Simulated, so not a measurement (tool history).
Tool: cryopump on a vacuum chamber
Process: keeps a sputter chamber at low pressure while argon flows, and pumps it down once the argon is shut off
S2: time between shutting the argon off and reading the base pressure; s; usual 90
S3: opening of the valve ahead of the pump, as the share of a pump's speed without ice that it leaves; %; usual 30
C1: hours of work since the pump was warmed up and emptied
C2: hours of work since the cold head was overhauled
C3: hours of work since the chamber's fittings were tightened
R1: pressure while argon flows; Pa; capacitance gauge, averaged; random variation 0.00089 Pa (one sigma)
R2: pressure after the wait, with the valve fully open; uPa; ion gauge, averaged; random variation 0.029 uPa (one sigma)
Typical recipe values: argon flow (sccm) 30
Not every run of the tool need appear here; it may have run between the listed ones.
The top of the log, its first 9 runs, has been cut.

Run 10, hour 97.7: usual settings; C1 80; C2 80; C3 1173. Result: R1 0.1834 Pa, R2 2.92 uPa.
Run 11, hour 109.3: usual settings; C1 85; C2 85; C3 1178. Result: R1 0.1850 Pa, R2 3.01 uPa.
Run 12, hour 120.8: usual settings; C1 90; C2 90; C3 1183. Result: R1 0.1853 Pa, R2 2.92 uPa.
Run 13, hour 129.8: usual settings; C1 94; C2 94; C3 1187. Result: R1 0.1856 Pa, R2 2.95 uPa.
Run 14, hour 140.8: usual settings; C1 98; C2 98; C3 1191. Result: R1 0.1860 Pa, R2 3.05 uPa.
Run 15, hour 148.6: usual settings; C1 102; C2 102; C3 1195. Result: R1 0.1852 Pa, R2 2.99 uPa.
Run 16, hour 160.0: usual settings but argon flow (sccm) 14, S2 25 s; C1 107; C2 107; C3 1199. Result: R1 0.0879 Pa, R2 5.74 uPa.
Run 17, hour 167.6: usual settings but argon flow (sccm) 14, S2 25 s; C1 110; C2 110; C3 1203. Result: R1 0.0866 Pa, R2 5.86 uPa.
Run 18, hour 174.5: usual settings but argon flow (sccm) 55; C1 113; C2 113; C3 1206. Result: R1 0.3396 Pa, R2 2.94 uPa.
Run 19, hour 184.9: usual settings but argon flow (sccm) 27, S2 223 s, S3 25 %; C1 117; C2 117; C3 1210. Result: R1 0.1979 Pa, R2 2.32 uPa.
Run 20, hour 200.9: usual settings but argon flow (sccm) 27, S2 223 s, S3 25 %; C1 124; C2 124; C3 1217. Result: R1 0.1998 Pa, R2 2.41 uPa.
Run 21, hour 215.5: usual settings but argon flow (sccm) 25, S2 50 s, S3 37 %; C1 130; C2 130; C3 1223. Result: R1 0.1250 Pa, R2 3.87 uPa.
Run 22, hour 224.6: usual settings but argon flow (sccm) 58, S2 27 s, S3 20 %; C1 134; C2 134; C3 1227. Result: R1 0.5365 Pa, R2 5.60 uPa.
Run 23, hour 231.8: usual settings but argon flow (sccm) 54, S2 172 s; C1 137; C2 137; C3 1230. Result: R1 0.3347 Pa, R2 2.55 uPa.
Run 24, hour 246.8: usual settings but argon flow (sccm) 15, S2 28 s, S3 17 %; C1 144; C2 144; C3 1236. Result: R1 0.1626 Pa, R2 5.42 uPa.
Run 25, hour 256.7: usual settings but argon flow (sccm) 41, S2 286 s, S3 31 %; C1 148; C2 148; C3 1241. Result: R1 0.2455 Pa, R2 2.36 uPa.
Run 26, hour 263.6: usual settings but argon flow (sccm) 41, S2 286 s, S3 29 %; C1 151; C2 151; C3 1244. Result: R1 0.2618 Pa, R2 2.37 uPa.
Run 27, hour 273.9: usual settings but argon flow (sccm) 16, S3 38 %; C1 155; C2 155; C3 1248. Result: R1 0.0790 Pa, R2 3.05 uPa.
Run 28, hour 285.3: usual settings but argon flow (sccm) 34, S2 31 s, S3 19 %; C1 160; C2 160; C3 1253. Result: R1 0.3298 Pa, R2 5.04 uPa.

For run 29, what comes out?
Run 29, hour 291.8: usual settings but argon flow (sccm) 41, S2 127 s, S3 27 %; C1 163; C2 163; C3 1256. Result: R1 ?, R2 ?.

{"run 29": {"R1": 0.2835, "R2": 2.72}}
Take away the tool's hidden state, keep the run-to-run variation as it was, and the same run would have given R1 0.2795 Pa, R2 1.03 uPa.
